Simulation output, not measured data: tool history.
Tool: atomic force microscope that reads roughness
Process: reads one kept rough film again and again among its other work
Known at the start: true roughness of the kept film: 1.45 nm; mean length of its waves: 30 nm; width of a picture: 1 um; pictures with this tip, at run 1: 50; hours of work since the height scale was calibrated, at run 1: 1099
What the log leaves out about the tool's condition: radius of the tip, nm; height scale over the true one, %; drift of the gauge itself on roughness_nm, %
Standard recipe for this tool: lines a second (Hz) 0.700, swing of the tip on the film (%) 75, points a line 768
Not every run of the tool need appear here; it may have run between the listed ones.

run,day,lines a second (Hz),swing of the tip on the film (%),points a line,pictures with this tip,hours of work since the height scale was calibrated,roughness of the kept film (nm (root mean square))
1,0.000,0.700,75,768,50,1099,1.247
# day 0.542: new tip fitted
2,1.588,2.208,75,768,60,1127,1.187
# day 1.979: new tip fitted
3,2.350,2.208,75,768,22,1141,1.241
4,3.246,2.208,75,768,73,1157,1.172
# day 3.417: new tip fitted
5,4.450,2.208,75,768,59,1179,1.191
# day 4.854: new tip fitted
6,5.154,2.208,75,768,17,1191,1.242
7,6.088,2.208,75,768,71,1208,1.175
# day 6.296: new tip fitted
# day 7.717: new tip fitted
8,7.729,2.208,75,768,1,1237,1.286
9,8.858,2.208,61,768,66,1258,1.224
# day 9.083: new tip fitted
10,9.642,0.700,75,709,32,1271,1.280
# day 10.429: new tip fitted
11,11.138,0.700,75,768,40,1298,1.261
# day 11.883: new tip fitted
12,12.338,0.700,75,614,26,1320,1.284
# day 13.317: new tip fitted
13,13.979,0.700,75,614,39,1349,1.279
# day 14.754: new tip fitted
14,15.221,0.700,75,614,27,1371,1.257
# day 16.171: new tip fitted
15,16.521,0.700,78,768,20,1395,1.285
16,17.321,0.700,78,768,66,1409,1.220
# day 17.554: new tip fitted
17,18.842,0.700,78,768,74,1436,1.213
# day 19.012: new tip fitted
18,19.629,0.700,78,768,35,1450,1.259
# day 20.388: new tip fitted
19,20.908,0.700,78,768,30,1473,1.270
# day 21.788: new tip fitted
20,22.550,1.012,78,768,44,1503,1.240
# day 23.142: new tip fitted
21,24.112,1.012,78,768,56,1531,1.210
# day 24.508: new tip fitted
22,25.275,1.012,78,768,45,1551,1.241
# day 25.921: new tip fitted
23,26.525,0.711,75,768,34,1574,1.259
# day 27.346: new tip fitted
24,27.429,0.711,75,768,5,1590,1.314
# day 28.712: new tip fitted
25,28.758,0.700,75,768,3,1614,1.316
# day 30.088: new tip fitted
26,30.421,0.700,75,768,19,1643,1.296
27,31.308,0.700,75,394,70,1659,1.223
# day 31.458: new tip fitted
# day 31.500: height scale calibrated on a step standard
28,32.258,1.652,87,768,43,14,1.177
# day 32.917: new tip fitted
29,33.404,3.170,80,404,28,34,1.180
# day 34.346: new tip fitted
30,34.546,3.170,80,404,12,55,1.185
# day 35.700: new tip fitted
31,36.133,0.638,59,773,25,83,1.287
# day 37.096: new tip fitted
32,37.242,0.649,58,482,8,103,1.300
# day 37.954: height scale calibrated on a step standard, once more
# day 38.517: new tip fitted
33,38.517,0.921,89,278,0,10,1.289
34,39.358,0.921,89,278,49,25,1.229
# day 39.929: new tip fitted
35,40.962,2.687,75,972,60,54,1.192
# day 41.275: new tip fitted
36,42.150,2.085,65,768,50,75,1.245
# day 42.688: new tip fitted
37,43.246,1.135,75,768,32,95,1.279
# day 44.067: new tip fitted
38,44.688,3.194,75,681,36,121,1.201
# day 45.458: new tip fitted
39,46.333,3.194,75,681,50,150,1.185
# day 46.938: new tip fitted
40,47.704,3.194,75,681,44,175,1.202
# day 48.317: new tip fitted
41,49.021,3.194,75,681,41,198,1.206
# day 49.717: new tip fitted
42,49.717,2.100,63,768,0,210,1.325
43,50.600,3.913,65,425,51,226,1.216
# day 51.125: new tip fitted
44,51.938,3.913,65,425,47,250,1.220
# day 52.508: new tip fitted
45,53.321,3.945,75,768,47,275,1.174
# day 53.896: new tip fitted
46,54.238,3.945,75,768,19,291,1.205
# day 55.296: new tip fitted
47,55.358,1.501,56,941,4,311,1.343
48,56.354,1.501,56,941,61,330,1.247
# day 56.675: new tip fitted
49,57.983,1.701,69,395,76,359,1.199

Predict each of these 3 candidate next runs independently; none follows another, all start after run 49:
# day 58.117: new tip fitted
A,59.279,2.960,62,263,67,382,?
# day 58.117: new tip fitted
B,59.279,1.259,72,768,67,382,?
# day 58.117: new tip fitted
C,59.279,1.701,87,395,67,382,?

run,roughness of the kept film (nm (root mean square))
A,1.184
B,1.199
C,1.153
With the hidden condition removed and each run's random variation left untouched, the same runs would have given:
run,roughness of the kept film (nm (root mean square))
A,1.298
B,1.315
C,1.265
